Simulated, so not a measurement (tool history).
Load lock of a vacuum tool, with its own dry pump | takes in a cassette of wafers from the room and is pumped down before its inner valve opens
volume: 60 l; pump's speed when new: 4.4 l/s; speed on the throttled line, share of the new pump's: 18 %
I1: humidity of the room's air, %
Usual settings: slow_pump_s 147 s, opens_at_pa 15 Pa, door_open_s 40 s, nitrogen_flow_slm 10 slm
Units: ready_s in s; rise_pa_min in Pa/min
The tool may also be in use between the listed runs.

run 1 hour=0 | slow_pump_s=147 opens_at_pa=15 door_open_s=40 nitrogen_flow_slm=10 | I1=45.7 | ready_s=251.8 rise_pa_min=0.493
run 2 hour=293.2 | slow_pump_s=147 opens_at_pa=15 door_open_s=140 nitrogen_flow_slm=10 | I1=44.9 | ready_s=248.1 rise_pa_min=0.538
-- hour=341.1 door's seal changed, seat wiped
run 3 hour=550.2 | slow_pump_s=147 opens_at_pa=15 door_open_s=140 nitrogen_flow_slm=10 | I1=43.6 | ready_s=252.1 rise_pa_min=0.059
run 4 hour=704.6 | slow_pump_s=147 opens_at_pa=15 door_open_s=140 nitrogen_flow_slm=10 | I1=45 | ready_s=253.7 rise_pa_min=0.062
run 5 hour=861.1 | slow_pump_s=147 opens_at_pa=15 door_open_s=140 nitrogen_flow_slm=10 | I1=47.9 | ready_s=252.5 rise_pa_min=0.064
run 6 hour=1107.7 | slow_pump_s=147 opens_at_pa=15 door_open_s=140 nitrogen_flow_slm=10 | I1=43.1 | ready_s=252.7 rise_pa_min=0.069
run 7 hour=1264.9 | slow_pump_s=147 opens_at_pa=15 door_open_s=140 nitrogen_flow_slm=10 | I1=46.4 | ready_s=253.7 rise_pa_min=0.073
run 8 hour=1408.5 | slow_pump_s=147 opens_at_pa=15 door_open_s=140 nitrogen_flow_slm=10 | I1=47 | ready_s=251.8 rise_pa_min=0.079
run 9 hour=1623.8 | slow_pump_s=147 opens_at_pa=15 door_open_s=140 nitrogen_flow_slm=10 | I1=42.4 | ready_s=254.2 rise_pa_min=0.081
run 10 hour=1926.2 | slow_pump_s=147 opens_at_pa=15 door_open_s=140 nitrogen_flow_slm=10 | I1=45.7 | ready_s=254.3 rise_pa_min=0.093
run 11 hour=2237.8 | slow_pump_s=147 opens_at_pa=15 door_open_s=40 nitrogen_flow_slm=10 | I1=43.5 | ready_s=255.1 rise_pa_min=0.061
run 12 hour=2461.2 | slow_pump_s=161 opens_at_pa=15 door_open_s=40 nitrogen_flow_slm=10 | I1=45.1 | ready_s=269.4 rise_pa_min=0.067
run 13 hour=2761.5 | slow_pump_s=161 opens_at_pa=15 door_open_s=40 nitrogen_flow_slm=10 | I1=43.6 | ready_s=266.5 rise_pa_min=0.079
run 14 hour=3050.3 | slow_pump_s=161 opens_at_pa=15 door_open_s=40 nitrogen_flow_slm=10 | I1=42.3 | ready_s=267.4 rise_pa_min=0.08
run 15 hour=3242 | slow_pump_s=125 opens_at_pa=15 door_open_s=40 nitrogen_flow_slm=10 | I1=44.7 | ready_s=241.1 rise_pa_min=0.092
run 16 hour=3402 | slow_pump_s=147 opens_at_pa=15 door_open_s=40 nitrogen_flow_slm=10 | I1=43.3 | ready_s=257.4 rise_pa_min=0.099
run 17 hour=3605.2 | slow_pump_s=147 opens_at_pa=15 door_open_s=40 nitrogen_flow_slm=10 | I1=42.8 | ready_s=256.6 rise_pa_min=0.107
run 18 hour=3925.1 | slow_pump_s=147 opens_at_pa=15 door_open_s=40 nitrogen_flow_slm=10 | I1=42.7 | ready_s=257.2 rise_pa_min=0.108

Run 19 comes next. What will it give?
run 19 hour=4092.3 | slow_pump_s=147 opens_at_pa=15 door_open_s=87 nitrogen_flow_slm=10 | I1=43.2 | ready_s=? rise_pa_min=?

ready_s: 258.3 s
rise_pa_min: 0.138 Pa/min
Without the tool's hidden state the same run would have given ready_s 241.2 s, rise_pa_min 0.042 Pa/min.
